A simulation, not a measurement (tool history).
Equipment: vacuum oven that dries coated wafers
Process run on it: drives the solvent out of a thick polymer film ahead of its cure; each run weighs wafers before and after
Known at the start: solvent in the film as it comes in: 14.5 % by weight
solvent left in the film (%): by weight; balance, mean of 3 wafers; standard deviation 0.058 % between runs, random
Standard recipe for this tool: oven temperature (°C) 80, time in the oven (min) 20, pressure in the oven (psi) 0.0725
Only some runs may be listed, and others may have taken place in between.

run,day,oven temperature (°C),time in the oven (min),pressure in the oven (psi),solvent left in the film (%)
1,0.000,80,20,0.0725,3.20
2,4.108,80,20,0.0725,3.18
3,6.554,80,20,0.0725,3.23
4,11.571,80,20,0.0725,3.23
5,15.133,80,20,0.0725,3.20
6,17.721,80,20,0.0725,3.25
7,22.858,80,20,0.0725,3.18
# day 23.912: vacuum gauge cleaned of residue and calibrated
8,27.208,80,20,0.0725,2.68
9,31.325,80,20,0.0725,2.68
10,35.908,80,20,0.0725,2.78
11,38.179,80,20,0.0725,2.73
12,43.071,80,20,0.0725,2.80
13,45.533,93,20,0.0725,0.80
14,48.979,93,20,0.0725,0.66
15,52.558,93,20,0.0725,0.76
16,55.642,80,20,0.0725,2.69
17,60.042,80,20,0.0725,2.62
18,64.629,80,20,0.0725,2.66
# day 68.967: oven's thermocouples calibrated
19,69.075,80,35,0.0725,1.29
20,73.804,80,23,0.0838,2.66
21,78.646,75,23,0.0838,3.79
22,81.383,75,23,0.0838,3.73
23,85.412,80,25,0.1717,2.60
24,89.708,89,13,0.1717,3.14
25,92.333,84,20,0.0631,2.21
26,94.562,84,20,0.0631,2.21
27,99.567,85,20,0.0767,2.07
28,102.629,80,20,0.1072,3.08
29,105.638,80,20,0.1072,3.08
30,109.625,80,32,0.0725,1.58
31,114.321,80,23,0.1871,2.89
32,117.583,67,20,0.0716,6.23
33,122.238,67,20,0.0716,6.16
34,126.092,67,20,0.0716,6.26
35,129.429,67,11,0.0716,8.22
36,132.992,83,20,0.0725,2.42
37,136.258,83,20,0.0725,2.35

Run by run, hidden condition taken away, random variation retained:
The tool's hidden condition here consists of: true wafer temperature over the reading, C; true pressure over the reading, kPa; drift of the gauge itself on solvent_pct, %.
run,solvent left in the film (%)
1,2.93
2,2.92
3,2.97
4,2.99
5,2.97
6,3.02
7,2.97
8,2.92
9,2.92
10,3.04
11,3.00
12,3.07
13,0.91
14,0.77
15,0.88
16,2.99
17,2.93
18,2.99
19,1.13
20,2.51
21,3.64
22,3.59
23,2.47
24,3.08
25,2.12
26,2.12
27,2.00
28,3.01
29,3.03
30,1.45
31,2.84
32,6.16
33,6.10
34,6.21
35,8.20
36,2.42
37,2.35
